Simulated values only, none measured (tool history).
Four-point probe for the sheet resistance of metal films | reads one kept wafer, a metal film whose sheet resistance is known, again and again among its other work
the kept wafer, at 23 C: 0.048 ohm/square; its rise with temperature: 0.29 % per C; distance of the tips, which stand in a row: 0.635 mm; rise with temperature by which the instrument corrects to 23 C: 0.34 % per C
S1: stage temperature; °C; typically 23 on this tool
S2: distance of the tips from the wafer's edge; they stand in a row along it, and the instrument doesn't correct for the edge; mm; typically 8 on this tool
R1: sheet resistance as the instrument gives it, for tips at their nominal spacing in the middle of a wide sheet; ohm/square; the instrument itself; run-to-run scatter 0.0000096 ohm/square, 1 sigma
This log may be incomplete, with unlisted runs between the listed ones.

| run | hour | S1 | S2 | R1 |
|---|---|---|---|---|
| 1 | 0.0 | 23 | 8 | 0.048605 |
| 2 | 59.5 | 22 | 8 | 0.048624 |
| 3 | 140.9 | 22 | 8 | 0.048638 |
| 4 | 212.4 | 23 | 8 | 0.048605 |
| 5 | 329.5 | 23 | 8 | 0.048632 |
| 6 | 403.9 | 23 | 8 | 0.048677 |
| 7 | 497.9 | 23 | 8 | 0.048672 |
| 8 | 586.0 | 23 | 38 | 0.048528 |
| 9 | 699.9 | 23 | 38 | 0.048533 |
| 10 | 764.5 | 23 | 8 | 0.048730 |
| 11 | 841.5 | 23 | 8 | 0.048722 |
| 12 | 921.6 | 23 | 8 | 0.048753 |
| 13 | 969.3 | 23 | 8 | 0.048748 |
| 14 | 1049.6 | 23 | 8 | 0.048739 |
| 15 | 1139.3 | 19 | 8 | 0.048863 |
| 16 | 1225.8 | 23 | 43 | 0.048634 |
| 17 | 1309.1 | 23 | 8 | 0.048809 |
| 18 | 1394.4 | 23 | 8 | 0.048815 |
| 19 | 1453.5 | 23 | 8 | 0.048811 |
| 20 | 1527.5 | 23 | 8 | 0.048829 |
| 21 | 1620.7 | 23 | 8 | 0.048852 |
| 22 | 1709.1 | 23 | 32 | 0.048706 |
| 23 | 1807.2 | 35 | 8 | 0.048621 |
| 24 | 1866.4 | 35 | 8 | 0.048632 |
| 25 | 1976.8 | 35 | 8 | 0.048645 |
|  | 2020.6 | new probe head fitted |
| 26 | 2032.7 | 27 | 47 | 0.047724 |
| 27 | 2119.4 | 32 | 56 | 0.047650 |
| 28 | 2213.5 | 26 | 13 | 0.047853 |

What does the tool deliver on the next run?
| 29 | 2309.8 | 26 | 13 | ? |

Logged for run 29: R1 0.047867 ohm/square.
On a tool with no hidden condition, and with the same random variation, this run would have come out at R1 0.047992 ohm/square.
